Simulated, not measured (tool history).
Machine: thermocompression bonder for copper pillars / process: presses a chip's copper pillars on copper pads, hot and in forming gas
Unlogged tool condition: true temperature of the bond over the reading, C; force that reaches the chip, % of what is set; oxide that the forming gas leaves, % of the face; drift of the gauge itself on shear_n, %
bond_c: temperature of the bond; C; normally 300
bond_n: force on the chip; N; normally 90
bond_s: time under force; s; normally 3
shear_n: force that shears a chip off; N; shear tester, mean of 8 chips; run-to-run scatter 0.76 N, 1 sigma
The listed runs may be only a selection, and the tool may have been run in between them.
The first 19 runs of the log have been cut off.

run	day	bond_c	bond_n	bond_s	hours of work since the heater was calibrated	hours of work since the force cell was calibrated	hours of work since the gas filter was changed	shear_n
20	14.112	274	90	3	47	597	50	44.2
21	15.150	300	135	7	63	612	65	83.0
22	16.208	302	90	8	78	628	81	72.9
23	16.800	302	90	8	87	637	90	70.7
24	17.967	302	98	2	104	654	107	51.4
25	18.888	295	129	9	118	668	121	82.8
26	19.567	296	65	3	128	678	131	40.0
27	20.346	292	57	9	140	690	142	50.6
28	21.112	315	82	5	151	701	154	63.5
29	21.683	289	67	3	160	710	162	38.0
30	22.162	307	55	4	167	717	170	40.7
31	22.758	319	100	3	176	726	178	64.8
32	23.588	319	100	3	188	738	191	63.5
33	24.221	297	56	3	198	747	200	35.2
34	25.254	297	56	3	213	763	216	35.6

Estimate the outcome of run 35 from the log above:
35	25.950	325	67	3	223	773	226	?

shear_n: 48.8 N
Had the tool carried no hidden state, the very same run would have given shear_n 54.1 N.

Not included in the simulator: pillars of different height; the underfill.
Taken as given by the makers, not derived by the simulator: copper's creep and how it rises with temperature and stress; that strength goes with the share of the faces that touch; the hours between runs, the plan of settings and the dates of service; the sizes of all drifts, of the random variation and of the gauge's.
